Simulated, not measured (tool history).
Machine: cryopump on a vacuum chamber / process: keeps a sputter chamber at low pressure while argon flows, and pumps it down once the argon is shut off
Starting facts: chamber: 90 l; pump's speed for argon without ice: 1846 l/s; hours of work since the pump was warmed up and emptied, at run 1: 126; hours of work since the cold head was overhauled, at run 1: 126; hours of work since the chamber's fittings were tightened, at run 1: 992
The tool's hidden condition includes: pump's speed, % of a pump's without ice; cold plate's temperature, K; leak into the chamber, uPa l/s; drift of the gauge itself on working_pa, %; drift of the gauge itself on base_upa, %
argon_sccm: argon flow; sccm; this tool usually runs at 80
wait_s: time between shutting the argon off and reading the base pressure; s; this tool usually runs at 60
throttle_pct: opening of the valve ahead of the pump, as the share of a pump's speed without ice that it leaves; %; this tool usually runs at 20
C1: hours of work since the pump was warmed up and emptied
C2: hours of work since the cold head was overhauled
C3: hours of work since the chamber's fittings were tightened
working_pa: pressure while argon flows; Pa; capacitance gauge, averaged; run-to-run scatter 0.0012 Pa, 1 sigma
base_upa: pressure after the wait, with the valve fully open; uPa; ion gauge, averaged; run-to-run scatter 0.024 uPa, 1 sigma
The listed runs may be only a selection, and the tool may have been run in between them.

run 1 hour=0.0 | argon_sccm=80 wait_s=60 throttle_pct=20 | C1=126 C2=126 C3=992 | working_pa=0.3693 base_upa=1.40
run 2 hour=33.6 | argon_sccm=80 wait_s=60 throttle_pct=20 | C1=150 C2=150 C3=1015 | working_pa=0.3725 base_upa=1.45
run 3 hour=59.9 | argon_sccm=80 wait_s=60 throttle_pct=20 | C1=168 C2=168 C3=1034 | working_pa=0.3716 base_upa=1.47
run 4 hour=82.0 | argon_sccm=80 wait_s=60 throttle_pct=20 | C1=184 C2=184 C3=1050 | working_pa=0.3720 base_upa=1.41
run 5 hour=102.2 | argon_sccm=80 wait_s=60 throttle_pct=20 | C1=198 C2=198 C3=1064 | working_pa=0.3727 base_upa=1.44
run 6 hour=121.4 | argon_sccm=80 wait_s=29 throttle_pct=20 | C1=211 C2=211 C3=1077 | working_pa=0.3752 base_upa=2.22
run 7 hour=136.4 | argon_sccm=129 wait_s=29 throttle_pct=20 | C1=222 C2=222 C3=1088 | working_pa=0.6045 base_upa=2.29
run 8 hour=155.4 | argon_sccm=80 wait_s=65 throttle_pct=20 | C1=235 C2=235 C3=1101 | working_pa=0.3741 base_upa=1.46
run 9 hour=171.4 | argon_sccm=80 wait_s=65 throttle_pct=20 | C1=247 C2=247 C3=1113 | working_pa=0.3741 base_upa=1.43
run 10 hour=199.3 | argon_sccm=80 wait_s=65 throttle_pct=20 | C1=266 C2=266 C3=1132 | working_pa=0.3751 base_upa=1.49
run 11 hour=215.8 | argon_sccm=100 wait_s=74 throttle_pct=33 | C1=278 C2=278 C3=1144 | working_pa=0.2902 base_upa=1.38
run 12 hour=231.8 | argon_sccm=114 wait_s=148 throttle_pct=52 | C1=289 C2=289 C3=1155 | working_pa=0.2156 base_upa=1.11
run 13 hour=253.4 | argon_sccm=55 wait_s=205 throttle_pct=24 | C1=304 C2=304 C3=1170 | working_pa=0.2174 base_upa=1.07
-- hour=264.2 leaking fittings of the chamber tightened, without venting
run 14 hour=289.7 | argon_sccm=80 wait_s=138 throttle_pct=20 | C1=328 C2=328 C3=18 | working_pa=0.3794 base_upa=0.58
run 15 hour=321.5 | argon_sccm=39 wait_s=39 throttle_pct=20 | C1=351 C2=351 C3=40 | working_pa=0.1850 base_upa=1.36
run 16 hour=337.7 | argon_sccm=39 wait_s=140 throttle_pct=20 | C1=362 C2=362 C3=52 | working_pa=0.1847 base_upa=0.57
run 17 hour=354.5 | argon_sccm=65 wait_s=50 throttle_pct=37 | C1=374 C2=374 C3=64 | working_pa=0.1707 base_upa=1.15
run 18 hour=385.5 | argon_sccm=65 wait_s=50 throttle_pct=37 | C1=396 C2=396 C3=85 | working_pa=0.1720 base_upa=1.12
run 19 hour=415.4 | argon_sccm=49 wait_s=50 throttle_pct=53 | C1=417 C2=417 C3=106 | working_pa=0.0931 base_upa=1.17

Below are 5 alternative next runs, each starting from the tool's condition after run 19. Predict each:
run A hour=432.0 | argon_sccm=58 wait_s=50 throttle_pct=16 | C1=429 C2=429 C3=118 | working_pa=? base_upa=?
run B hour=432.0 | argon_sccm=84 wait_s=268 throttle_pct=25 | C1=429 C2=429 C3=118 | working_pa=? base_upa=?
run C hour=432.0 | argon_sccm=111 wait_s=50 throttle_pct=45 | C1=429 C2=429 C3=118 | working_pa=? base_upa=?
run D hour=432.0 | argon_sccm=65 wait_s=107 throttle_pct=53 | C1=429 C2=429 C3=118 | working_pa=? base_upa=?
run E hour=432.0 | argon_sccm=47 wait_s=59 throttle_pct=34 | C1=429 C2=429 C3=118 | working_pa=? base_upa=?

run=A working_pa=0.3435 base_upa=1.15
run=B working_pa=0.3234 base_upa=0.50
run=C working_pa=0.2468 base_upa=1.15
run=D working_pa=0.1246 base_upa=0.73
run=E working_pa=0.1362 base_upa=1.02
Without the tool's hidden state the same runs would have given:
run=A working_pa=0.3323 base_upa=0.97
run=B working_pa=0.3071 base_upa=0.32
run=C working_pa=0.2254 base_upa=0.97
run=D working_pa=0.1120 base_upa=0.55
run=E working_pa=0.1270 base_upa=0.84

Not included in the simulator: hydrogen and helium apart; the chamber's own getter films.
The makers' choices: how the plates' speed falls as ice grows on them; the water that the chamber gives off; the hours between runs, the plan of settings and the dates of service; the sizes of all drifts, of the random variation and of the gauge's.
